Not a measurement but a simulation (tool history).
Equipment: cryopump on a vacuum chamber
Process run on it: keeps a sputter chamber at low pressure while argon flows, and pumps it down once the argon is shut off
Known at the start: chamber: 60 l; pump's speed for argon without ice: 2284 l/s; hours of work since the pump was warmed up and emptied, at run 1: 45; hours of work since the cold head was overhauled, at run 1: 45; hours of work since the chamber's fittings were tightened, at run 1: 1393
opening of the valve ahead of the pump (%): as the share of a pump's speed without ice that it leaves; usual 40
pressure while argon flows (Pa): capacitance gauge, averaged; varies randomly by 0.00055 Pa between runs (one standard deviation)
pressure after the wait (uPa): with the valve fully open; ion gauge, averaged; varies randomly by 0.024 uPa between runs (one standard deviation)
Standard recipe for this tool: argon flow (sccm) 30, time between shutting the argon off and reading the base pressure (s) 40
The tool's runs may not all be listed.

run,hour,argon flow (sccm),time between shutting the argon off and reading the base pressure (s),opening of the valve ahead of the pump (%),hours of work since the pump was warmed up and emptied,hours of work since the cold head was overhauled,hours of work since the chamber's fittings were tightened,pressure while argon flows (Pa),pressure after the wait (uPa)
1,0,30,40,40,45,45,1393,0.0574,1.27
2,18.8,30,40,40,60,60,1408,0.0555,1.27
3,32.2,30,40,40,71,71,1418,0.0561,1.27
4,44.6,30,40,40,80,80,1428,0.0575,1.3
5,63.9,30,40,40,96,96,1443,0.0569,1.27
6,76.3,30,40,40,105,105,1453,0.0571,1.34
7,101.7,30,40,40,125,125,1473,0.0564,1.29
8,118.2,30,40,40,138,138,1486,0.0568,1.35
9,137.3,30,40,40,153,153,1501,0.0578,1.33
10,156.3,30,40,40,168,168,1516,0.0577,1.32
11,179.3,30,40,40,187,187,1534,0.0588,1.39
12,190.5,30,40,40,195,195,1543,0.0587,1.35
13,213.4,30,40,40,213,213,1561,0.0591,1.36
14,228,56,40,40,225,225,1572,0.1097,1.39
15,241.3,56,40,40,235,235,1583,0.1097,1.3
16,264.1,56,40,40,253,253,1601,0.1108,1.37
17,280.4,56,40,40,266,266,1613,0.1105,1.42
18,293.2,22,40,40,276,276,1624,0.0442,1.44
19,308.3,14,40,15,288,288,1635,0.0711,1.4
20,330,30,40,30,305,305,1653,0.0785,1.41
21,344.9,12,40,57,317,317,1664,0.0174,1.46
22,365,37,40,57,333,333,1680,0.0554,1.43
23,379.8,37,40,57,344,344,1692,0.0546,1.46
24,402.2,37,40,57,362,362,1709,0.0551,1.47
# hour 415.3: pump warmed up, emptied and cooled again
25,427.9,37,40,57,10,378,1726,0.0482,1.37
26,452,37,40,28,29,397,1745,0.0987,1.37
27,476.1,14,40,40,48,416,1764,0.0266,1.38
28,497.2,12,60,29,64,433,1780,0.0308,1.17
29,511,17,178,29,75,444,1791,0.0439,0.81
30,525.8,17,178,29,87,455,1803,0.0442,0.79
31,537.8,17,275,29,96,465,1812,0.0444,0.73
32,563,30,186,44,116,485,1832,0.0524,0.81
33,577.4,33,286,25,128,496,1843,0.101,0.77
34,598.2,12,128,25,144,512,1860,0.0361,0.93

Branching from run 34: 3 alternative next runs. What would each branch give?
A,619.3,12,63,25,161,529,1876,?,?
B,619.3,25,40,57,161,529,1876,?,?
C,619.3,30,36,40,161,529,1876,?,?

run,pressure while argon flows (Pa),pressure after the wait (uPa)
A,0.0368,1.14
B,0.0348,1.46
C,0.0582,1.53
Without the tool's hidden state the same runs would have given:
run,pressure while argon flows (Pa),pressure after the wait (uPa)
A,0.0358,0.59
B,0.0327,0.89
C,0.0556,0.96
